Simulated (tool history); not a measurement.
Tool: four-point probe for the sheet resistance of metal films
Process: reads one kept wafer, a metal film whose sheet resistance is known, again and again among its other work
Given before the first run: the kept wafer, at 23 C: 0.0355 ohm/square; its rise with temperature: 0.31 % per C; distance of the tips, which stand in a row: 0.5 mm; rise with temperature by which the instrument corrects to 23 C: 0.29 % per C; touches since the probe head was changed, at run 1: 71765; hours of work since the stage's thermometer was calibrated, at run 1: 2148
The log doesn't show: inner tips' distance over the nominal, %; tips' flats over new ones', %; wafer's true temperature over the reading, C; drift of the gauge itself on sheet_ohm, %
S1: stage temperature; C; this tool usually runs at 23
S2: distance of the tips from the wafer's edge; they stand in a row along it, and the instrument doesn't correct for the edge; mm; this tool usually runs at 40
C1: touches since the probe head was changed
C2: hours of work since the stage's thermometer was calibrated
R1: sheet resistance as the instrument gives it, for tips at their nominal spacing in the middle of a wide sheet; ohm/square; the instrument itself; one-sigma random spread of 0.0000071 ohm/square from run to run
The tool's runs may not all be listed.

Run 1, hour 0.0: usual settings; C1 71765; C2 2148. Result: R1 0.035512 ohm/square.
Run 2, hour 124.7: usual settings but S1 32 C; C1 73914; C2 2236. Result: R1 0.035569 ohm/square.
At hour 141.5: stage's thermometer calibrated.
Run 3, hour 196.5: usual settings but S2 52 mm; C1 75144; C2 39. Result: R1 0.035510 ohm/square.
Run 4, hour 250.5: usual settings; C1 76073; C2 77. Result: R1 0.035516 ohm/square.
Run 5, hour 381.1: usual settings; C1 78324; C2 170. Result: R1 0.035515 ohm/square.
Run 6, hour 447.1: usual settings; C1 79462; C2 217. Result: R1 0.035516 ohm/square.
Run 7, hour 531.1: usual settings but S1 21 C; C1 80908; C2 276. Result: R1 0.035509 ohm/square.
Run 8, hour 639.9: usual settings but S1 19 C; C1 82783; C2 353. Result: R1 0.035481 ohm/square.
Run 9, hour 723.0: usual settings but S2 3 mm; C1 84216; C2 412. Result: R1 0.036037 ohm/square.
Run 10, hour 801.0: usual settings; C1 85559; C2 468. Result: R1 0.035504 ohm/square.
Run 11, hour 905.9: usual settings but S1 18 C; C1 87368; C2 542. Result: R1 0.035474 ohm/square.
At hour 957.0: new probe head fitted.
Run 12, hour 969.9: usual settings but S1 18 C; C1 223; C2 587. Result: R1 0.035465 ohm/square.
Run 13, hour 1075.1: usual settings; C1 2036; C2 661. Result: R1 0.035501 ohm/square.
Run 14, hour 1177.7: usual settings; C1 3804; C2 734. Result: R1 0.035508 ohm/square.
Run 15, hour 1261.4: usual settings; C1 5247; C2 793. Result: R1 0.035510 ohm/square.
Run 16, hour 1374.0: usual settings; C1 7186; C2 873. Result: R1 0.035513 ohm/square.
Run 17, hour 1432.3: usual settings but S1 33 C; C1 8191; C2 915. Result: R1 0.035584 ohm/square.
Run 18, hour 1516.1: usual settings but S1 29 C; C1 9634; C2 974. Result: R1 0.035552 ohm/square.
Run 19, hour 1612.7: usual settings; C1 11299; C2 1042. Result: R1 0.035495 ohm/square.
Run 20, hour 1670.7: usual settings; C1 12299; C2 1084. Result: R1 0.035505 ohm/square.
Run 21, hour 1745.1: usual settings; C1 13582; C2 1136. Result: R1 0.035517 ohm/square.
Run 22, hour 1838.0: usual settings; C1 15182; C2 1202. Result: R1 0.035501 ohm/square.

Forecast run 23:
Run 23, hour 1892.3: usual settings but S1 20 C; C1 16118; C2 1241. Result: R1 ?.

R1: 0.035473 ohm/square
If the tool had no hidden condition, the same run with the same run-to-run variation would have returned R1 0.035472 ohm/square.

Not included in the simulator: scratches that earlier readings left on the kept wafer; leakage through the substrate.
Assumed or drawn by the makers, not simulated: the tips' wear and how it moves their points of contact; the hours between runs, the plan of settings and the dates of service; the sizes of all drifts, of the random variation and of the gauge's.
